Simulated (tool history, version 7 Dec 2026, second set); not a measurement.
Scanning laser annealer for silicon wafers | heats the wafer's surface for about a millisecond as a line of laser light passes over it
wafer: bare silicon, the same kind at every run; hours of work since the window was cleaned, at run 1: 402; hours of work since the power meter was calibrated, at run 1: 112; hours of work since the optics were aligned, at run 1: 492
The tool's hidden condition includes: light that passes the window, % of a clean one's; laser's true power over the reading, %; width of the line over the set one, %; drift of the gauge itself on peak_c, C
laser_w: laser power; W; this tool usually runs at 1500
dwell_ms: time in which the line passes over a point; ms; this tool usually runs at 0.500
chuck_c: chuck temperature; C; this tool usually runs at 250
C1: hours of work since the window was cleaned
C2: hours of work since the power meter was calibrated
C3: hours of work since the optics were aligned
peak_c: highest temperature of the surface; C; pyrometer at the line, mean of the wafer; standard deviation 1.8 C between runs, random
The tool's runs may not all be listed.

Run 1, hour 0.0: usual settings; C1 402; C2 112; C3 492. Result: peak_c 963 C.
Run 2, hour 8.8: usual settings but chuck_c 225 C; C1 406; C2 117; C3 496. Result: peak_c 940 C.
Run 3, hour 26.3: usual settings but chuck_c 225 C; C1 415; C2 126; C3 505. Result: peak_c 936 C.
Run 4, hour 39.4: usual settings but chuck_c 225 C; C1 422; C2 133; C3 512. Result: peak_c 936 C.
Run 5, hour 52.9: usual settings; C1 429; C2 140; C3 519. Result: peak_c 960 C.
Run 6, hour 67.6: usual settings but dwell_ms 0.540 ms; C1 437; C2 147; C3 527. Result: peak_c 992 C.
Run 7, hour 84.0: usual settings but dwell_ms 0.540 ms; C1 445; C2 156; C3 535. Result: peak_c 992 C.
Run 8, hour 99.0: usual settings but dwell_ms 0.540 ms; C1 453; C2 164; C3 543. Result: peak_c 991 C.
Run 9, hour 110.7: usual settings but dwell_ms 0.399 ms; C1 459; C2 170; C3 549. Result: peak_c 876 C.
Run 10, hour 125.6: usual settings but dwell_ms 0.399 ms; C1 467; C2 178; C3 557. Result: peak_c 875 C.
Run 11, hour 138.1: usual settings but dwell_ms 0.350 ms; C1 473; C2 184; C3 563. Result: peak_c 835 C.
Run 12, hour 150.7: usual settings; C1 480; C2 191; C3 570. Result: peak_c 956 C.
Run 13, hour 162.6: usual settings; C1 486; C2 197; C3 576. Result: peak_c 954 C.
Run 14, hour 171.4: usual settings but dwell_ms 0.426 ms; C1 491; C2 201; C3 581. Result: peak_c 900 C.
Run 15, hour 185.2: usual settings but dwell_ms 0.426 ms; C1 498; C2 209; C3 588. Result: peak_c 895 C.
Run 16, hour 193.7: usual settings; C1 502; C2 213; C3 592. Result: peak_c 957 C.
Run 17, hour 206.0: usual settings; C1 509; C2 219; C3 599. Result: peak_c 958 C.
Run 18, hour 221.2: usual settings but dwell_ms 0.377 ms; C1 517; C2 227; C3 606. Result: peak_c 859 C.
Run 19, hour 232.1: usual settings but dwell_ms 0.377 ms; C1 522; C2 233; C3 612. Result: peak_c 854 C.
Run 20, hour 245.2: usual settings but dwell_ms 0.377 ms, chuck_c 268 C; C1 529; C2 240; C3 619. Result: peak_c 876 C.
Run 21, hour 254.9: usual settings but dwell_ms 0.598 ms; C1 534; C2 245; C3 624. Result: peak_c 1020 C.

Run 22 has not been measured yet. What should we expect?
Run 22, hour 266.9: usual settings but dwell_ms 0.423 ms, chuck_c 218 C; C1 540; C2 251; C3 630. Result: peak_c ?.

{"run 22": {"peak_c": 862}}
Were there no unlogged condition in the tool, this run, its random variation unchanged, would have produced peak_c 900 C.

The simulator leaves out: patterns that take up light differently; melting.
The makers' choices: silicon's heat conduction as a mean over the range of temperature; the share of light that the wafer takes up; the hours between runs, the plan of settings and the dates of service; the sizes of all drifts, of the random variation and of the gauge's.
